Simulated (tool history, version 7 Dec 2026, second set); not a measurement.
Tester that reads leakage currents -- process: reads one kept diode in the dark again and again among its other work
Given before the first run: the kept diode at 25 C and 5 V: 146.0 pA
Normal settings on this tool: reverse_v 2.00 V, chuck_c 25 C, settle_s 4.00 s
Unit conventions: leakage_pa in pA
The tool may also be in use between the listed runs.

run	day	reverse_v	chuck_c	settle_s	leakage_pa
1	0.000	2.00	25	4.00	95.21
2	1.171	2.00	25	4.00	94.64
3	1.996	2.00	44	4.00	361.49
4	2.725	2.00	25	4.00	95.36
5	3.683	2.00	28	4.00	118.39
6	4.508	2.00	25	4.00	94.82
7	5.850	2.00	35	4.00	193.64
8	7.162	2.00	35	4.00	194.17
9	7.825	2.00	35	4.00	193.58
10	8.767	2.00	34	4.00	180.45
11	9.721	2.00	55	4.00	733.62
12	10.583	2.00	55	4.00	734.68
13	11.296	2.00	55	4.00	731.44
14	12.629	2.00	55	4.00	733.64
15	13.442	2.00	55	4.00	730.05
16	14.029	2.00	25	4.00	93.76
17	15.133	1.18	25	4.00	75.24
18	16.008	1.18	25	4.00	75.10
19	16.592	1.18	25	4.00	75.27
20	17.871	2.00	25	0.44	93.22
21	18.738	6.21	58	0.44	1364.51
22	20.021	6.21	58	0.44	1369.86
# day 20.788: chuck's temperature calibrated
23	21.396	2.00	25	0.47	107.14
24	22.454	2.00	25	0.47	107.33
25	23.325	2.00	56	8.85	869.21
26	24.579	1.16	27	0.40	99.38
27	25.354	1.16	27	0.40	99.13
28	26.700	1.16	27	0.40	98.41
29	27.804	1.16	27	0.40	98.45
30	29.179	15.74	25	1.61	266.70
31	30.288	15.74	25	1.61	267.54
32	31.275	15.74	25	1.61	266.64
33	32.054	7.63	25	2.58	189.18
34	33.350	17.38	25	0.36	282.89
35	34.121	2.32	45	0.36	451.85
36	34.875	3.41	45	0.36	523.92
37	36.092	3.41	45	6.36	524.22
# day 37.012: probe card cleaned and baked
38	37.558	12.02	48	1.70	1011.13
39	38.954	2.14	25	1.49	102.32

A few steps of leakage_pa between consecutive runs. Split each: what settings, incoming material and random variation would produce without the hidden state, and what is left over for the hidden state, along with gauge scatter present in only one of the two compared results (measured, and without hidden state):
The tool's hidden condition here consists of: stray current of the dirty probe card, pA a volt; current scale over the true one, %; true chuck temperature over the reading, C; drift of the gauge itself on leakage_pa, %.
Run 15 -> 16: chuck_c 55 -> 25. leakage_pa -636.29 pA: hidden state +80.48, all else -716.77.
Run 20 -> 21: reverse_v 2.00 -> 6.21, chuck_c 25 -> 58. leakage_pa +1271.29 pA: hidden state -158.01, all else +1429.30.
Run 22 -> 23: reverse_v 6.21 -> 2.00, chuck_c 58 -> 25, settle_s 0.44 -> 0.47, chuck's temperature calibrated. leakage_pa -1262.72 pA: hidden state +175.34, all else -1438.06.
Run 38 -> 39: reverse_v 12.02 -> 2.14, chuck_c 48 -> 25, settle_s 1.70 -> 1.49. leakage_pa -908.81 pA: hidden state +26.72, all else -935.53.

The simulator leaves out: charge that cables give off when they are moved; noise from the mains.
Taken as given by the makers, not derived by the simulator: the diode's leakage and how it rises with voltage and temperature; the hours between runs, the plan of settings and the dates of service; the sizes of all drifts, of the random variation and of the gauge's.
